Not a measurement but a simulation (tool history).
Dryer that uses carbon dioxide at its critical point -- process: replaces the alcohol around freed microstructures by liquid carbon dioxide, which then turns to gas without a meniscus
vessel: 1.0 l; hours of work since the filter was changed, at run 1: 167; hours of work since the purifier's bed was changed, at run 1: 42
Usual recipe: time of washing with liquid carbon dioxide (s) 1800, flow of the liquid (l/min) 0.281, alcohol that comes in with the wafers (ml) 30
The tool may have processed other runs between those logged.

run	hour	time of washing with liquid carbon dioxide (s)	flow of the liquid (l/min)	alcohol that comes in with the wafers (ml)	hours of work since the filter was changed	hours of work since the purifier's bed was changed	alcohol left in the vessel before it's heated (ppm by volume)
1	0	1800	0.281	30	167	42	155
2	13.2	1800	0.281	75	177	52	383
3	22.3	1800	0.281	75	184	59	394
4	33.7	1800	0.281	75	193	68	409
5	46.8	2040	0.281	75	203	78	210
6	54.1	1380	0.281	30	208	84	575
7	65.6	1380	0.281	83	217	92	1666
8	74.7	1380	0.281	83	224	100	1699
9	80.9	1380	0.281	83	229	104	1680
10	90.2	1380	0.281	83	236	111	1755
11	100.8	1680	0.281	83	244	120	776
# hour 108.1: inlet filter changed
12	112.8	1800	0.381	30	4	128	19
13	123.1	1800	0.381	30	12	136	13
14	135.7	1800	0.381	30	21	146	27
15	149.9	1800	0.42	22	32	157	23
16	164.6	1800	0.42	22	44	168	11
17	178.2	1440	0.384	22	54	179	43
18	192.2	1800	0.181	87	65	189	2550
19	198.2	1800	0.257	25	70	194	166
20	213.2	1680	0.29	30	81	206	147
21	226.5	1500	0.173	40	92	216	2480
22	239.9	1380	0.217	51	102	226	2065
23	248.7	1380	0.217	51	109	233	2035
24	262.2	1380	0.183	107	119	244	7366

Predict each of these 3 candidate next runs independently; none follows another, all start after run 24:
A	277.2	1800	0.281	77	131	255	?
B	277.2	2160	0.281	37	131	255	?
C	277.2	2400	0.183	107	131	255	?

run	alcohol left in the vessel before it's heated (ppm by volume)
A	349
B	78
C	1092
Take away the tool's hidden state, keep each run's random variation, and the runs would have read:
run	alcohol left in the vessel before it's heated (ppm by volume)
A	195
B	41
C	682
